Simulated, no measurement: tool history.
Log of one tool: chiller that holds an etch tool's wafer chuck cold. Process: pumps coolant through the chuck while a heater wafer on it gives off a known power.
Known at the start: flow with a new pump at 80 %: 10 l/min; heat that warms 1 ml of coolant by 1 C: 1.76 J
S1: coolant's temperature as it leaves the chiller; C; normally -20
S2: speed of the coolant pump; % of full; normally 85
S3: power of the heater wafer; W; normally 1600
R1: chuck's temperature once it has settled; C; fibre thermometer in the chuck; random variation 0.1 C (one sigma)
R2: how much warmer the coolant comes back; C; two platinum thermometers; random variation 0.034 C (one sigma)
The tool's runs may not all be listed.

{"run": 1, "hour": 0.0, "S1": -20, "S2": 85, "S3": 1600, "R1": -6.8, "R2": 5.12}
{"run": 2, "hour": 58.5, "S1": -20, "S2": 85, "S3": 1600, "R1": -6.6, "R2": 5.1}
{"run": 3, "hour": 103.7, "S1": -20, "S2": 85, "S3": 1600, "R1": -6.6, "R2": 5.1}
{"run": 4, "hour": 141.7, "S1": -20, "S2": 87, "S3": 1600, "R1": -6.7, "R2": 5.06}
{"run": 5, "hour": 192.4, "S1": -20, "S2": 85, "S3": 1600, "R1": -6.5, "R2": 5.14}
{"run": 6, "hour": 253.5, "S1": -20, "S2": 85, "S3": 1600, "R1": -6.8, "R2": 5.14}
{"run": 7, "hour": 313.5, "S1": -20, "S2": 85, "S3": 1600, "R1": -6.7, "R2": 5.09}
{"run": 8, "hour": 379.0, "S1": -24, "S2": 85, "S3": 1600, "R1": -10.5, "R2": 5.11}
{"run": 9, "hour": 406.4, "S1": -24, "S2": 85, "S3": 1600, "R1": -10.5, "R2": 5.14}
{"run": 10, "hour": 465.1, "S1": -24, "S2": 85, "S3": 1600, "R1": -10.5, "R2": 5.15}
{"run": 11, "hour": 529.9, "S1": -24, "S2": 85, "S3": 1228, "R1": -13.3, "R2": 3.98}
{"hour": 534.4, "done": "chiller's thermometer calibrated"}
{"run": 12, "hour": 581.9, "S1": -20, "S2": 85, "S3": 1600, "R1": -6.2, "R2": 5.18}
{"run": 13, "hour": 620.9, "S1": -20, "S2": 85, "S3": 1600, "R1": -6.3, "R2": 5.14}
{"run": 14, "hour": 681.4, "S1": -20, "S2": 85, "S3": 1600, "R1": -6.3, "R2": 5.09}
{"hour": 698.7, "done": "chiller's thermometer calibrated, once more"}
{"run": 15, "hour": 730.8, "S1": -20, "S2": 85, "S3": 1451, "R1": -7.9, "R2": 4.67}
{"run": 16, "hour": 791.7, "S1": -26, "S2": 69, "S3": 1336, "R1": -12.4, "R2": 5.27}
{"run": 17, "hour": 849.4, "S1": -12, "S2": 78, "S3": 1600, "R1": 2.4, "R2": 5.62}

Estimate the outcome of run 18 from the log above:
{"run": 18, "hour": 878.3, "S1": -26, "S2": 78, "S3": 1093, "R1": "?", "R2": "?"}

{"run 18": {"R1": -16.1, "R2": 3.9}}
With no hidden state in the tool, this same run would have given R1 -16.9 C, R2 3.88 C.
